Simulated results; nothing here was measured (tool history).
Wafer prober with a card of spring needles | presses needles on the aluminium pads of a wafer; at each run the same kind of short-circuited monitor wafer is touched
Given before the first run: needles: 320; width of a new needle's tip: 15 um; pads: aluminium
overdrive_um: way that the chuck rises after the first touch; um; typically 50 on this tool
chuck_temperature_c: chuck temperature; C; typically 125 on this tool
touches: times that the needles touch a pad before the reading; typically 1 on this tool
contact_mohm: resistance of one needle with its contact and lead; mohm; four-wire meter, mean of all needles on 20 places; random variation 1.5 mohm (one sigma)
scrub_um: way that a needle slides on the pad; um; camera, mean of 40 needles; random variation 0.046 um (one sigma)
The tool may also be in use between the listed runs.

run 1 hour=0.0 | overdrive_um=50 chuck_temperature_c=125 touches=1 | contact_mohm=145 scrub_um=12.99
-- hour=3.3 tips cleaned on abrasive film
run 2 hour=10.9 | overdrive_um=50 chuck_temperature_c=125 touches=1 | contact_mohm=141 scrub_um=13.06
run 3 hour=20.0 | overdrive_um=50 chuck_temperature_c=125 touches=1 | contact_mohm=143 scrub_um=13.04
-- hour=31.3 tips cleaned on abrasive film
run 4 hour=31.6 | overdrive_um=50 chuck_temperature_c=125 touches=1 | contact_mohm=141 scrub_um=13.06
run 5 hour=39.8 | overdrive_um=50 chuck_temperature_c=125 touches=1 | contact_mohm=141 scrub_um=13.10
run 6 hour=49.2 | overdrive_um=50 chuck_temperature_c=125 touches=1 | contact_mohm=139 scrub_um=13.07
-- hour=59.5 tips cleaned on abrasive film
run 7 hour=60.9 | overdrive_um=50 chuck_temperature_c=125 touches=1 | contact_mohm=141 scrub_um=13.09
run 8 hour=70.1 | overdrive_um=50 chuck_temperature_c=125 touches=1 | contact_mohm=144 scrub_um=13.16
run 9 hour=76.3 | overdrive_um=50 chuck_temperature_c=125 touches=1 | contact_mohm=145 scrub_um=13.06
run 10 hour=82.1 | overdrive_um=50 chuck_temperature_c=125 touches=1 | contact_mohm=143 scrub_um=13.08
-- hour=87.2 tips cleaned on abrasive film
run 11 hour=89.6 | overdrive_um=50 chuck_temperature_c=65 touches=1 | contact_mohm=130 scrub_um=13.04
run 12 hour=98.1 | overdrive_um=67 chuck_temperature_c=125 touches=1 | contact_mohm=138 scrub_um=17.50
run 13 hour=108.1 | overdrive_um=67 chuck_temperature_c=125 touches=1 | contact_mohm=137 scrub_um=17.59
run 14 hour=113.8 | overdrive_um=67 chuck_temperature_c=125 touches=1 | contact_mohm=137 scrub_um=17.49
-- hour=114.8 tips cleaned on abrasive film
run 15 hour=118.7 | overdrive_um=67 chuck_temperature_c=125 touches=1 | contact_mohm=137 scrub_um=17.62
run 16 hour=127.2 | overdrive_um=67 chuck_temperature_c=125 touches=1 | contact_mohm=137 scrub_um=17.45
run 17 hour=139.0 | overdrive_um=67 chuck_temperature_c=125 touches=1 | contact_mohm=138 scrub_um=17.43
-- hour=142.7 tips cleaned on abrasive film
run 18 hour=147.1 | overdrive_um=50 chuck_temperature_c=33 touches=1 | contact_mohm=127 scrub_um=13.00
run 19 hour=154.0 | overdrive_um=50 chuck_temperature_c=33 touches=1 | contact_mohm=127 scrub_um=13.00
run 20 hour=159.8 | overdrive_um=50 chuck_temperature_c=49 touches=1 | contact_mohm=131 scrub_um=13.05
run 21 hour=169.6 | overdrive_um=35 chuck_temperature_c=58 touches=2 | contact_mohm=140 scrub_um=9.17
-- hour=170.6 tips cleaned on abrasive film
run 22 hour=180.4 | overdrive_um=35 chuck_temperature_c=64 touches=1 | contact_mohm=144 scrub_um=9.10
run 23 hour=189.4 | overdrive_um=35 chuck_temperature_c=64 touches=1 | contact_mohm=144 scrub_um=9.12
-- hour=198.3 tips cleaned on abrasive film
run 24 hour=200.7 | overdrive_um=35 chuck_temperature_c=64 touches=1 | contact_mohm=144 scrub_um=9.20
run 25 hour=209.4 | overdrive_um=35 chuck_temperature_c=26 touches=3 | contact_mohm=136 scrub_um=9.12

Run 26 has not been measured yet. What should we expect?
run 26 hour=215.6 | overdrive_um=67 chuck_temperature_c=125 touches=1 | contact_mohm=? scrub_um=?

For run 26 the tool returned contact_mohm 137 mohm, scrub_um 17.50 um.
Without the tool's hidden state the same run would have given contact_mohm 137 mohm, scrub_um 17.50 um.
